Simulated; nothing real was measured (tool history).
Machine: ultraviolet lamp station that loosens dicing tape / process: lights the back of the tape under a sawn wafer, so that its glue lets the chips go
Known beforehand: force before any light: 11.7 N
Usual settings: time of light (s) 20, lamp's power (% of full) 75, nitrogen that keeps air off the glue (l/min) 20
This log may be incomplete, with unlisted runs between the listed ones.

run	day	time of light (s)	lamp's power (% of full)	nitrogen that keeps air off the glue (l/min)	force that peels the tape off (N)	light that reached the tape (mJ/cm2)
1	0	20	75	20	0.393	260
2	2.175	20	75	20	0.421	252
3	3.812	20	75	20	0.415	254
4	4.767	20	75	18	0.49	251
5	6.1	20	87	20	0.321	286
6	7.496	20	95	20	0.262	309
7	8.558	20	74	20	0.503	243
8	10.671	20	74	20	0.503	237
9	12.042	23	75	13	0.519	271
10	13.15	40	72	23	0.166	450
11	15.483	40	72	23	0.175	445
12	17.421	20	75	17	0.632	226
13	18.983	20	75	17	0.641	229
14	20.529	17	71	20	0.94	179
15	21.862	17	71	20	1.003	178
16	22.962	27	71	20	0.339	285

Forecast each of these 5 alternatives for the next run:
A	24.671	12	71	34	?	?
B	24.671	27	64	20	?	?
C	24.671	17	73	35	?	?
D	24.671	15	71	10	?	?
E	24.671	20	77	22	?	?

run	force that peels the tape off (N)	light that reached the tape (mJ/cm2)
A	1.607	123
B	0.44	245
C	0.647	180
D	2.122	154
E	0.538	222
Take away the tool's hidden state, keep each run's random variation, and the runs would have read:
run	force that peels the tape off (N)	light that reached the tape (mJ/cm2)
A	0.724	177
B	0.209	354
C	0.277	258
D	1.061	222
E	0.236	319
